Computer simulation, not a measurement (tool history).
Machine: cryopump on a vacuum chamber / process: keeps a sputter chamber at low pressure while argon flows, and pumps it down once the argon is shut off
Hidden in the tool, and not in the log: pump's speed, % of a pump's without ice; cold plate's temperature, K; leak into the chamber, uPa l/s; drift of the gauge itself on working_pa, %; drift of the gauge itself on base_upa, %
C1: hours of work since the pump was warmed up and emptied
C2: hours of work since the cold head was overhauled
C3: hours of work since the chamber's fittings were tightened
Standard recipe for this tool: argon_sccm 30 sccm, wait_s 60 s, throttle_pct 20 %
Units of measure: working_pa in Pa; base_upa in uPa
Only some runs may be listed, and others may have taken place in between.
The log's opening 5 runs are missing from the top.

run 6 hour=41.9 | argon_sccm=30 wait_s=24 throttle_pct=46 | C1=415 C2=415 C3=1637 | working_pa=0.0593 base_upa=3.19
run 7 hour=51.9 | argon_sccm=30 wait_s=24 throttle_pct=44 | C1=422 C2=422 C3=1644 | working_pa=0.0618 base_upa=3.21
run 8 hour=61.1 | argon_sccm=38 wait_s=24 throttle_pct=44 | C1=428 C2=428 C3=1650 | working_pa=0.0778 base_upa=3.22
run 9 hour=69.0 | argon_sccm=38 wait_s=24 throttle_pct=44 | C1=434 C2=434 C3=1656 | working_pa=0.0785 base_upa=3.30
run 10 hour=76.3 | argon_sccm=38 wait_s=24 throttle_pct=44 | C1=439 C2=439 C3=1661 | working_pa=0.0786 base_upa=3.23
run 11 hour=86.6 | argon_sccm=30 wait_s=60 throttle_pct=31 | C1=446 C2=446 C3=1668 | working_pa=0.0850 base_upa=1.86
run 12 hour=98.7 | argon_sccm=30 wait_s=60 throttle_pct=56 | C1=455 C2=455 C3=1676 | working_pa=0.0510 base_upa=1.94
run 13 hour=114.1 | argon_sccm=30 wait_s=60 throttle_pct=20 | C1=466 C2=466 C3=1687 | working_pa=0.1297 base_upa=1.92
run 14 hour=128.2 | argon_sccm=30 wait_s=60 throttle_pct=20 | C1=475 C2=475 C3=1697 | working_pa=0.1304 base_upa=1.96
run 15 hour=136.0 | argon_sccm=30 wait_s=60 throttle_pct=20 | C1=481 C2=481 C3=1702 | working_pa=0.1309 base_upa=1.97
run 16 hour=146.3 | argon_sccm=30 wait_s=60 throttle_pct=20 | C1=488 C2=488 C3=1710 | working_pa=0.1300 base_upa=1.95
run 17 hour=156.0 | argon_sccm=30 wait_s=60 throttle_pct=20 | C1=495 C2=495 C3=1716 | working_pa=0.1303 base_upa=1.93
run 18 hour=169.7 | argon_sccm=44 wait_s=60 throttle_pct=32 | C1=504 C2=504 C3=1726 | working_pa=0.1227 base_upa=2.02
run 19 hour=176.2 | argon_sccm=44 wait_s=60 throttle_pct=43 | C1=509 C2=509 C3=1731 | working_pa=0.0939 base_upa=2.02

Run 20 has not been measured yet. What should we expect?
run 20 hour=185.4 | argon_sccm=49 wait_s=110 throttle_pct=20 | C1=515 C2=515 C3=1737 | working_pa=? base_upa=?

Logged for run 20: working_pa 0.2134 Pa, base_upa 1.54 uPa.
Without the tool's hidden state the same run would have given working_pa 0.2029 Pa, base_upa 0.61 uPa.

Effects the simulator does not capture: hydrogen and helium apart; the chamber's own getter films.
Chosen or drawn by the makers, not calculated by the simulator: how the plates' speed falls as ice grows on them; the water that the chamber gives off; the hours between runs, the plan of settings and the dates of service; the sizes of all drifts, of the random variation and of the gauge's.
